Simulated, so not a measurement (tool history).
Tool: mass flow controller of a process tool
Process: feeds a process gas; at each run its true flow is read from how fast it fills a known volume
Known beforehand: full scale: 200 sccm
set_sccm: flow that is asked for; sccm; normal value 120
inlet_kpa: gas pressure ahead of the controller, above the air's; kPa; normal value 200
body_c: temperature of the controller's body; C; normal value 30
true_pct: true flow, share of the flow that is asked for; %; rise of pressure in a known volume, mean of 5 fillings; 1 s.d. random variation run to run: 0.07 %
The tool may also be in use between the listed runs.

run,hour,set_sccm,inlet_kpa,body_c,true_pct
1,0,120,200,30,100.12
2,381.5,120,200,30,100.2
# hour 739.1: controller's zero set anew
3,876.7,120,200,30,100.71
4,1242,120,200,30,100.75
5,1586.1,111,200,30,100.69
6,1899.6,111,200,30,100.72
7,2172.2,111,200,30,100.73
8,2437.3,111,200,37,100.06
9,2854.4,111,200,37,100.09
10,3279.1,111,200,37,100.12
11,3772,111,200,37,100.03
12,4150.6,111,200,37,100.06
13,4462.8,120,200,30,100.91
14,4714.4,120,200,30,100.88
15,5180,22,200,30,99.86
16,5594.3,22,200,30,99.77
17,6013.8,120,200,28,101.23
18,6537.8,120,200,28,101.17
19,6843.5,120,200,28,101.21
20,7359.6,174,200,22,102.25
# hour 7451.2: controller exchanged for a calibrated one
21,7608.1,62,250,31,99.13
22,7951.4,62,250,31,98.98
23,8484.2,176,200,22,100.26
24,8862.3,24,145,37,97.15
25,9174.5,120,234,38,98.65
26,9550.6,103,151,40,97.74
27,9803.4,103,151,40,97.74
28,10340.2,61,243,25,99.55
29,10861.1,61,243,25,99.58
30,11229.2,61,243,25,99.72
31,11695.1,22,157,30,97.7
32,12018.4,22,157,30,97.79
33,12528.5,120,177,30,99.22
34,12797.2,120,177,30,99.24
35,13019.3,56,225,22,99.84
36,13373,48,208,22,99.59
37,13849.4,48,208,22,99.56
38,14146.8,48,208,22,99.71

Consider 5 possible next runs. They are alternatives, not a sequence: every one starts from the tool as it was left by run 38. What does each give?
A,14517.8,48,182,26,?
B,14517.8,57,173,31,?
C,14517.8,48,163,22,?
D,14517.8,120,218,30,?
E,14517.8,27,200,32,?

run,true_pct
A,98.99
B,98.65
C,99.49
D,99.53
E,97.97
Take away the tool's hidden state, keep each run's random variation, and the runs would have read:
run,true_pct
A,99.07
B,98.61
C,99.57
D,99.15
E,98.63
